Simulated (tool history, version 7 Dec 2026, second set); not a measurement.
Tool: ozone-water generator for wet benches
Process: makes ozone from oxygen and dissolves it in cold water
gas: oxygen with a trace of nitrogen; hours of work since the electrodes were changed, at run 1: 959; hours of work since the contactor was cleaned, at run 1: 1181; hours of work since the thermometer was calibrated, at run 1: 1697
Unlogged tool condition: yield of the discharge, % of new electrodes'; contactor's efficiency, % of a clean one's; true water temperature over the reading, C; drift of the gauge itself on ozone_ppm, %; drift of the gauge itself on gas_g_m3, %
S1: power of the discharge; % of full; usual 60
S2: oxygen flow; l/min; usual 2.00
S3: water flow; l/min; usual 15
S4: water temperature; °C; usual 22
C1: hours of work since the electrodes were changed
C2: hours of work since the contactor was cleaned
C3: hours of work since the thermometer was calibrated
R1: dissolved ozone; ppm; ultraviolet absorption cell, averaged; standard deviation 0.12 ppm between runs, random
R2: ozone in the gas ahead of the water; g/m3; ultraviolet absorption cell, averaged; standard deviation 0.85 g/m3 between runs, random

run 1 hour=0.0 | S1=60 S2=2.00 S3=15 S4=22 | C1=959 C2=1181 C3=1697 | R1=9.6 R2=131.5
run 2 hour=33.4 | S1=60 S2=2.00 S3=15 S4=22 | C1=982 C2=1203 C3=1720 | R1=9.4 R2=130.7
run 3 hour=73.4 | S1=60 S2=1.32 S3=15 S4=22 | C1=1009 C2=1230 C3=1747 | R1=8.0 R2=149.4
run 4 hour=106.7 | S1=60 S2=1.32 S3=15 S4=22 | C1=1031 C2=1253 C3=1769 | R1=8.2 R2=149.4
run 5 hour=140.6 | S1=60 S2=2.00 S3=15 S4=22 | C1=1054 C2=1276 C3=1792 | R1=9.6 R2=132.6
run 6 hour=169.7 | S1=60 S2=2.00 S3=16 S4=22 | C1=1074 C2=1295 C3=1812 | R1=9.1 R2=130.9
run 7 hour=189.2 | S1=60 S2=2.00 S3=16 S4=22 | C1=1087 C2=1309 C3=1825 | R1=8.9 R2=131.2
run 8 hour=229.5 | S1=60 S2=2.00 S3=16 S4=22 | C1=1114 C2=1336 C3=1853 | R1=9.1 R2=130.7
run 9 hour=255.0 | S1=60 S2=2.00 S3=9 S4=22 | C1=1132 C2=1353 C3=1870 | R1=14.6 R2=131.4
run 10 hour=294.4 | S1=60 S2=2.00 S3=9 S4=22 | C1=1158 C2=1380 C3=1896 | R1=14.6 R2=131.5
run 11 hour=327.9 | S1=60 S2=2.00 S3=15 S4=22 | C1=1181 C2=1402 C3=1919 | R1=9.7 R2=132.8
run 12 hour=357.4 | S1=60 S2=3.09 S3=15 S4=22 | C1=1201 C2=1422 C3=1939 | R1=10.8 R2=113.6
run 13 hour=378.2 | S1=49 S2=2.00 S3=15 S4=22 | C1=1215 C2=1437 C3=1953 | R1=8.5 R2=116.7
run 14 hour=408.7 | S1=60 S2=2.00 S3=15 S4=22 | C1=1236 C2=1457 C3=1974 | R1=9.4 R2=129.8
run 15 hour=447.0 | S1=74 S2=2.00 S3=15 S4=22 | C1=1262 C2=1483 C3=2000 | R1=10.8 R2=147.7
run 16 hour=466.7 | S1=60 S2=2.00 S3=15 S4=22 | C1=1275 C2=1496 C3=2013 | R1=9.6 R2=131.3
run 17 hour=503.2 | S1=60 S2=2.00 S3=15 S4=22 | C1=1300 C2=1521 C3=2038 | R1=9.5 R2=131.0
run 18 hour=538.2 | S1=60 S2=1.18 S3=15 S4=17 | C1=1323 C2=1545 C3=2061 | R1=7.8 R2=152.8
run 19 hour=572.8 | S1=51 S2=2.78 S3=20 S4=16 | C1=1347 C2=1568 C3=2085 | R1=8.2 R2=107.0
run 20 hour=611.2 | S1=51 S2=2.78 S3=10 S4=16 | C1=1373 C2=1594 C3=2111 | R1=14.2 R2=105.8
run 21 hour=627.7 | S1=60 S2=2.78 S3=10 S4=26 | C1=1384 C2=1605 C3=2122 | R1=13.4 R2=116.6
run 22 hour=648.0 | S1=60 S2=2.78 S3=21 S4=22 | C1=1398 C2=1619 C3=2136 | R1=7.7 R2=116.8
run 23 hour=677.2 | S1=60 S2=1.12 S3=15 S4=19 | C1=1417 C2=1639 C3=2155 | R1=7.7 R2=155.9
run 24 hour=693.9 | S1=60 S2=3.31 S3=10 S4=19 | C1=1429 C2=1650 C3=2167 | R1=15.4 R2=110.5
run 25 hour=732.7 | S1=43 S2=1.25 S3=23 S4=25 | C1=1455 C2=1676 C3=2193 | R1=3.9 R2=123.8
run 26 hour=771.1 | S1=43 S2=1.25 S3=23 S4=25 | C1=1481 C2=1702 C3=2219 | R1=4.1 R2=123.9
run 27 hour=790.5 | S1=40 S2=2.72 S3=16 S4=24 | C1=1494 C2=1715 C3=2232 | R1=7.7 R2=93.8
run 28 hour=830.7 | S1=40 S2=2.72 S3=16 S4=24 | C1=1521 C2=1743 C3=2259 | R1=7.5 R2=93.5
run 29 hour=852.7 | S1=40 S2=2.72 S3=12 S4=24 | C1=1536 C2=1758 C3=2274 | R1=9.8 R2=94.1
run 30 hour=870.6 | S1=40 S2=2.72 S3=12 S4=24 | C1=1548 C2=1770 C3=2286 | R1=9.3 R2=93.9
run 31 hour=896.8 | S1=60 S2=1.43 S3=15 S4=30 | C1=1566 C2=1787 C3=2304 | R1=7.6 R2=142.9
run 32 hour=925.5 | S1=60 S2=2.00 S3=14 S4=22 | C1=1585 C2=1807 C3=2323 | R1=9.8 R2=128.3
run 33 hour=957.3 | S1=81 S2=2.68 S3=14 S4=30 | C1=1607 C2=1828 C3=2345 | R1=11.6 R2=140.0

Each row is a separate what-if for the run after 33, all from the same tool condition, not one after another. Results?
-- hour=983.4 contactor cleaned
run A hour=984.8 | S1=81 S2=2.68 S3=14 S4=22 | C1=1623 C2=1 C3=2361 | R1=? R2=?
-- hour=983.4 contactor cleaned
run B hour=984.8 | S1=81 S2=2.68 S3=14 S4=26 | C1=1623 C2=1 C3=2361 | R1=? R2=?
-- hour=983.4 contactor cleaned
run C hour=984.8 | S1=81 S2=2.25 S3=14 S4=30 | C1=1623 C2=1 C3=2361 | R1=? R2=?
-- hour=983.4 contactor cleaned
run D hour=984.8 | S1=60 S2=2.61 S3=15 S4=22 | C1=1623 C2=1 C3=2361 | R1=? R2=?

run=A R1=13.1 R2=139.2
run=B R1=12.6 R2=139.9
run=C R1=11.3 R2=146.5
run=D R1=10.4 R2=117.9
Take away the tool's hidden state, keep each run's random variation, and the runs would have read:
run=A R1=14.2 R2=149.3
run=B R1=13.7 R2=150.0
run=C R1=12.2 R2=157.1
run=D R1=11.1 R2=125.0
